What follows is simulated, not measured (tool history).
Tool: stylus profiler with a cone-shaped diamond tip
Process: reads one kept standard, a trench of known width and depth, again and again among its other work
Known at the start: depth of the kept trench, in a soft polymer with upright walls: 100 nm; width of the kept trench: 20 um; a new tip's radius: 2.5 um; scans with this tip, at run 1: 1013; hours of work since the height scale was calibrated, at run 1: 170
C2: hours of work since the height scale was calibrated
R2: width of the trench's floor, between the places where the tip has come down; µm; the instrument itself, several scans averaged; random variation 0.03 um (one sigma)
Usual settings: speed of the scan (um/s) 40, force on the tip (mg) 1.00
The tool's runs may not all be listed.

{"run": 1, "hour": 0.0, "speed of the scan (um/s)": 40, "force on the tip (mg)": 1.0, "scans with this tip": 1013, "C2": 170, "depth of the trench (nm)": 101.05, "R2": 18.31}
{"run": 2, "hour": 16.8, "speed of the scan (um/s)": 55, "force on the tip (mg)": 1.0, "scans with this tip": 1056, "C2": 177, "depth of the trench (nm)": 100.98, "R2": 18.14}
{"run": 3, "hour": 33.3, "speed of the scan (um/s)": 55, "force on the tip (mg)": 1.0, "scans with this tip": 1099, "C2": 184, "depth of the trench (nm)": 101.07, "R2": 18.18}
{"run": 4, "hour": 46.8, "speed of the scan (um/s)": 55, "force on the tip (mg)": 2.3, "scans with this tip": 1134, "C2": 190, "depth of the trench (nm)": 101.77, "R2": 18.34}
{"run": 5, "hour": 58.3, "speed of the scan (um/s)": 55, "force on the tip (mg)": 2.3, "scans with this tip": 1164, "C2": 195, "depth of the trench (nm)": 101.6, "R2": 18.34}
{"run": 6, "hour": 76.2, "speed of the scan (um/s)": 55, "force on the tip (mg)": 2.3, "scans with this tip": 1210, "C2": 203, "depth of the trench (nm)": 101.62, "R2": 18.28}
{"run": 7, "hour": 91.3, "speed of the scan (um/s)": 40, "force on the tip (mg)": 1.0, "scans with this tip": 1249, "C2": 209, "depth of the trench (nm)": 100.82, "R2": 18.3}
{"run": 8, "hour": 101.1, "speed of the scan (um/s)": 40, "force on the tip (mg)": 1.0, "scans with this tip": 1274, "C2": 214, "depth of the trench (nm)": 101.01, "R2": 18.26}
{"hour": 102.5, "done": "height scale calibrated on a step standard"}
{"run": 9, "hour": 112.1, "speed of the scan (um/s)": 40, "force on the tip (mg)": 1.0, "scans with this tip": 1301, "C2": 4, "depth of the trench (nm)": 100.93, "R2": 18.3}
{"run": 10, "hour": 124.6, "speed of the scan (um/s)": 40, "force on the tip (mg)": 1.0, "scans with this tip": 1334, "C2": 10, "depth of the trench (nm)": 101.01, "R2": 18.31}
{"run": 11, "hour": 139.7, "speed of the scan (um/s)": 111, "force on the tip (mg)": 1.76, "scans with this tip": 1373, "C2": 16, "depth of the trench (nm)": 101.32, "R2": 18.02}
{"hour": 153.6, "done": "height scale calibrated on a step standard, once more"}
{"run": 12, "hour": 155.8, "speed of the scan (um/s)": 146, "force on the tip (mg)": 1.06, "scans with this tip": 1413, "C2": 1, "depth of the trench (nm)": 100.9, "R2": 17.65}
{"run": 13, "hour": 169.6, "speed of the scan (um/s)": 146, "force on the tip (mg)": 1.06, "scans with this tip": 1449, "C2": 7, "depth of the trench (nm)": 100.98, "R2": 17.63}
{"run": 14, "hour": 183.1, "speed of the scan (um/s)": 146, "force on the tip (mg)": 1.06, "scans with this tip": 1484, "C2": 13, "depth of the trench (nm)": 100.84, "R2": 17.68}
{"run": 15, "hour": 198.3, "speed of the scan (um/s)": 16, "force on the tip (mg)": 1.44, "scans with this tip": 1523, "C2": 19, "depth of the trench (nm)": 101.24, "R2": 18.45}
{"run": 16, "hour": 217.0, "speed of the scan (um/s)": 31, "force on the tip (mg)": 2.97, "scans with this tip": 1572, "C2": 28, "depth of the trench (nm)": 101.59, "R2": 18.43}
{"run": 17, "hour": 225.7, "speed of the scan (um/s)": 35, "force on the tip (mg)": 1.0, "scans with this tip": 1594, "C2": 31, "depth of the trench (nm)": 100.96, "R2": 18.33}
{"run": 18, "hour": 239.8, "speed of the scan (um/s)": 28, "force on the tip (mg)": 1.0, "scans with this tip": 1631, "C2": 37, "depth of the trench (nm)": 101.06, "R2": 18.29}

Hidden state or all else? Some run-to-run changes of depth of the trench (nm), split into what the settings, what came in and random variation would give without the hidden state, and what is left for the hidden state (with any gauge scatter that isn't in both results):
The hidden state here: radius of the tip, um; height scale over the true one, %; drift of the gauge itself on depth_nm, %; drift of the gauge itself on floor_um, %.
Run 6 -> 7: speed of the scan (um/s) 55 -> 40, force on the tip (mg) 2.30 -> 1.00. depth of the trench (nm) -0.80: hidden state +0.01, all else -0.81.
Run 11 -> 12: speed of the scan (um/s) 111 -> 146, force on the tip (mg) 1.76 -> 1.06, height scale calibrated on a step standard, once more. depth of the trench (nm) -0.42: hidden state -0.15, all else -0.27.
